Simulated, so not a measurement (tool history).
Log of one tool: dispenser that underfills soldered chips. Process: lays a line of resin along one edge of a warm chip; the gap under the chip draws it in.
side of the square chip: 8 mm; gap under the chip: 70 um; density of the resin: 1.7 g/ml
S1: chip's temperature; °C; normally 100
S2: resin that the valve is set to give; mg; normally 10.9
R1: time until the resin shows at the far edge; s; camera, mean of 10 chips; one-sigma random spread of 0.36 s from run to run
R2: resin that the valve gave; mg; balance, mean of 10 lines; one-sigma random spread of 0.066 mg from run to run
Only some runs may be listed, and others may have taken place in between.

run	hour	S1	S2	R1	R2
1	0	100	10.9	27.9	10.87
# hour 2.6: new syringe of resin
2	4.2	100	10.9	20.9	10.92
3	6.8	100	10.9	23.2	10.78
4	11.7	100	10.8	28.3	10.66
# hour 14.2: new syringe of resin
5	16.5	100	11.9	22.5	11.73
6	19	100	11.9	24.5	11.76
7	21.6	100	11.9	26.6	11.7
8	24.7	100	10	30.1	9.88
# hour 25.8: new syringe of resin
9	27.4	100	10.9	21.3	10.73
10	32.3	100	10.9	26.5	10.73
11	35.7	100	10.9	29.7	10.58
# hour 37.5: new syringe of resin
12	41.1	100	10.9	23.4	10.76
13	44.2	100	10.9	25.6	10.73
14	46.4	100	10.9	28.9	10.6
15	48.6	85	10.9	52.9	10.52
# hour 49.1: new syringe of resin
16	51.9	98	10.1	24.4	9.89
17	54	89	12.3	35.1	11.86
18	58.1	94	12.3	35	11.96
# hour 60.6: new syringe of resin
19	62.3	94	12.3	26.8	11.99
20	66	94	12.3	30.2	12
21	69.1	92	12.9	36.4	12.56
# hour 72.4: new syringe of resin
22	73.4	98	13.2	22.7	12.79
23	78.1	92	10.6	34.1	10.33
24	80.7	92	10.6	38.8	10.22
25	83.5	104	10.1	28	9.74
# hour 84.2: new syringe of resin
26	86.9	90	9.7	33.7	9.31
27	90.6	100	11.7	25.8	11.31
# hour 95.9: new syringe of resin
28	95.9	98	13.5	21.9	12.99
29	99.9	106	11.9	19.8	11.53

3 options for the next run, each taken on its own from the tool as it stands now. Forecast them:
A	103.7	104	13.6	?	?
B	103.7	89	13	?	?
C	103.7	113	12.1	?	?

run	R1	R2
A	23	13.08
B	41.3	12.47
C	17.1	11.55
Had the tool no hidden state, the same runs would have come out as:
run	R1	R2
A	16.5	13.6
B	30.1	12.97
C	12.2	12.01
